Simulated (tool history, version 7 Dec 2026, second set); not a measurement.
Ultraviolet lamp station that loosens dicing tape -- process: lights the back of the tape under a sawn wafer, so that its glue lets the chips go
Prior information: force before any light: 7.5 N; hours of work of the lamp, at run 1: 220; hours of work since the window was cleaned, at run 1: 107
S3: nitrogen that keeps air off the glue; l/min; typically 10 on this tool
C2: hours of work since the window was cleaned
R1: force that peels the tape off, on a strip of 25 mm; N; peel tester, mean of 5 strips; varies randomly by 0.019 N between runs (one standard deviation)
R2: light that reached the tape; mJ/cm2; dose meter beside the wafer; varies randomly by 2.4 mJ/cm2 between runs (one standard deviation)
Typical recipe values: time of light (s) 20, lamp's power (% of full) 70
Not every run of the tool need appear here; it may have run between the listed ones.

{"run": 1, "hour": 0.0, "time of light (s)": 20, "lamp's power (% of full)": 70, "S3": 10, "hours of work of the lamp": 220, "C2": 107, "R1": 1.064, "R2": 228}
{"run": 2, "hour": 11.9, "time of light (s)": 20, "lamp's power (% of full)": 79, "S3": 10, "hours of work of the lamp": 225, "C2": 112, "R1": 0.853, "R2": 256}
{"run": 3, "hour": 31.0, "time of light (s)": 20, "lamp's power (% of full)": 79, "S3": 10, "hours of work of the lamp": 233, "C2": 120, "R1": 0.874, "R2": 251}
{"run": 4, "hour": 40.5, "time of light (s)": 20, "lamp's power (% of full)": 79, "S3": 10, "hours of work of the lamp": 237, "C2": 124, "R1": 0.884, "R2": 255}
{"run": 5, "hour": 53.6, "time of light (s)": 20, "lamp's power (% of full)": 70, "S3": 4, "hours of work of the lamp": 243, "C2": 130, "R1": 1.72, "R2": 223}
{"run": 6, "hour": 71.2, "time of light (s)": 20, "lamp's power (% of full)": 70, "S3": 4, "hours of work of the lamp": 250, "C2": 137, "R1": 1.775, "R2": 228}
{"run": 7, "hour": 84.7, "time of light (s)": 31, "lamp's power (% of full)": 70, "S3": 10, "hours of work of the lamp": 256, "C2": 143, "R1": 0.463, "R2": 343}
{"run": 8, "hour": 102.2, "time of light (s)": 31, "lamp's power (% of full)": 70, "S3": 10, "hours of work of the lamp": 263, "C2": 150, "R1": 0.457, "R2": 348}
{"run": 9, "hour": 119.4, "time of light (s)": 31, "lamp's power (% of full)": 70, "S3": 10, "hours of work of the lamp": 271, "C2": 158, "R1": 0.481, "R2": 339}
{"run": 10, "hour": 128.5, "time of light (s)": 11, "lamp's power (% of full)": 70, "S3": 10, "hours of work of the lamp": 275, "C2": 162, "R1": 2.614, "R2": 123}
{"run": 11, "hour": 141.6, "time of light (s)": 11, "lamp's power (% of full)": 70, "S3": 10, "hours of work of the lamp": 280, "C2": 167, "R1": 2.596, "R2": 120}
{"run": 12, "hour": 160.0, "time of light (s)": 20, "lamp's power (% of full)": 70, "S3": 10, "hours of work of the lamp": 288, "C2": 175, "R1": 1.113, "R2": 224}
{"run": 13, "hour": 179.3, "time of light (s)": 20, "lamp's power (% of full)": 70, "S3": 12, "hours of work of the lamp": 296, "C2": 183, "R1": 1.053, "R2": 218}
{"run": 14, "hour": 188.4, "time of light (s)": 20, "lamp's power (% of full)": 99, "S3": 10, "hours of work of the lamp": 300, "C2": 187, "R1": 0.602, "R2": 311}
{"run": 15, "hour": 197.0, "time of light (s)": 22, "lamp's power (% of full)": 70, "S3": 10, "hours of work of the lamp": 304, "C2": 191, "R1": 0.926, "R2": 242}
{"run": 16, "hour": 214.5, "time of light (s)": 19, "lamp's power (% of full)": 85, "S3": 11, "hours of work of the lamp": 311, "C2": 198, "R1": 0.849, "R2": 253}
{"hour": 216.8, "done": "window cleaned of glue's vapour"}
{"run": 17, "hour": 223.2, "time of light (s)": 24, "lamp's power (% of full)": 88, "S3": 8, "hours of work of the lamp": 315, "C2": 3, "R1": 0.641, "R2": 317}
{"run": 18, "hour": 234.4, "time of light (s)": 24, "lamp's power (% of full)": 88, "S3": 8, "hours of work of the lamp": 320, "C2": 8, "R1": 0.656, "R2": 321}
{"run": 19, "hour": 253.6, "time of light (s)": 24, "lamp's power (% of full)": 88, "S3": 8, "hours of work of the lamp": 328, "C2": 16, "R1": 0.644, "R2": 321}
{"run": 20, "hour": 270.0, "time of light (s)": 38, "lamp's power (% of full)": 86, "S3": 10, "hours of work of the lamp": 335, "C2": 23, "R1": 0.265, "R2": 489}
{"run": 21, "hour": 287.9, "time of light (s)": 36, "lamp's power (% of full)": 70, "S3": 10, "hours of work of the lamp": 342, "C2": 30, "R1": 0.409, "R2": 377}
{"run": 22, "hour": 306.8, "time of light (s)": 10, "lamp's power (% of full)": 80, "S3": 12, "hours of work of the lamp": 350, "C2": 38, "R1": 2.431, "R2": 122}
{"run": 23, "hour": 325.1, "time of light (s)": 12, "lamp's power (% of full)": 80, "S3": 12, "hours of work of the lamp": 358, "C2": 46, "R1": 1.995, "R2": 139}
{"hour": 329.5, "done": "window cleaned of glue's vapour, once more"}
{"run": 24, "hour": 342.3, "time of light (s)": 20, "lamp's power (% of full)": 70, "S3": 7, "hours of work of the lamp": 365, "C2": 5, "R1": 1.28, "R2": 225}
{"run": 25, "hour": 350.4, "time of light (s)": 12, "lamp's power (% of full)": 65, "S3": 7, "hours of work of the lamp": 369, "C2": 9, "R1": 2.708, "R2": 127}
{"run": 26, "hour": 358.4, "time of light (s)": 12, "lamp's power (% of full)": 65, "S3": 7, "hours of work of the lamp": 372, "C2": 12, "R1": 2.688, "R2": 124}
{"run": 27, "hour": 377.0, "time of light (s)": 20, "lamp's power (% of full)": 70, "S3": 7, "hours of work of the lamp": 380, "C2": 20, "R1": 1.342, "R2": 224}
{"run": 28, "hour": 385.2, "time of light (s)": 20, "lamp's power (% of full)": 70, "S3": 5, "hours of work of the lamp": 384, "C2": 24, "R1": 1.585, "R2": 221}
{"run": 29, "hour": 403.6, "time of light (s)": 20, "lamp's power (% of full)": 70, "S3": 5, "hours of work of the lamp": 391, "C2": 32, "R1": 1.539, "R2": 224}
{"run": 30, "hour": 411.7, "time of light (s)": 20, "lamp's power (% of full)": 70, "S3": 5, "hours of work of the lamp": 395, "C2": 35, "R1": 1.6, "R2": 221}

Each row is a separate what-if for the run after 30, all from the same tool condition, not one after another. Results?
{"run": "A", "hour": 423.9, "time of light (s)": 20, "lamp's power (% of full)": 70, "S3": 8, "hours of work of the lamp": 400, "C2": 40, "R1": "?", "R2": "?"}
{"run": "B", "hour": 423.9, "time of light (s)": 11, "lamp's power (% of full)": 70, "S3": 5, "hours of work of the lamp": 400, "C2": 40, "R1": "?", "R2": "?"}
{"run": "C", "hour": 423.9, "time of light (s)": 20, "lamp's power (% of full)": 83, "S3": 5, "hours of work of the lamp": 400, "C2": 40, "R1": "?", "R2": "?"}
{"run": "D", "hour": 423.9, "time of light (s)": 17, "lamp's power (% of full)": 70, "S3": 10, "hours of work of the lamp": 400, "C2": 40, "R1": "?", "R2": "?"}
{"run": "E", "hour": 423.9, "time of light (s)": 14, "lamp's power (% of full)": 96, "S3": 5, "hours of work of the lamp": 400, "C2": 40, "R1": "?", "R2": "?"}

run=A R1=1.248 R2=220
run=B R1=3.052 R2=121
run=C R1=1.224 R2=256
run=D R1=1.433 R2=187
run=E R1=1.766 R2=210
Without the tool's unlogged condition, the same runs would have read:
run=A R1=1.003 R2=250
run=B R1=2.724 R2=137
run=C R1=0.986 R2=292
run=D R1=1.171 R2=212
run=E R1=1.467 R2=238
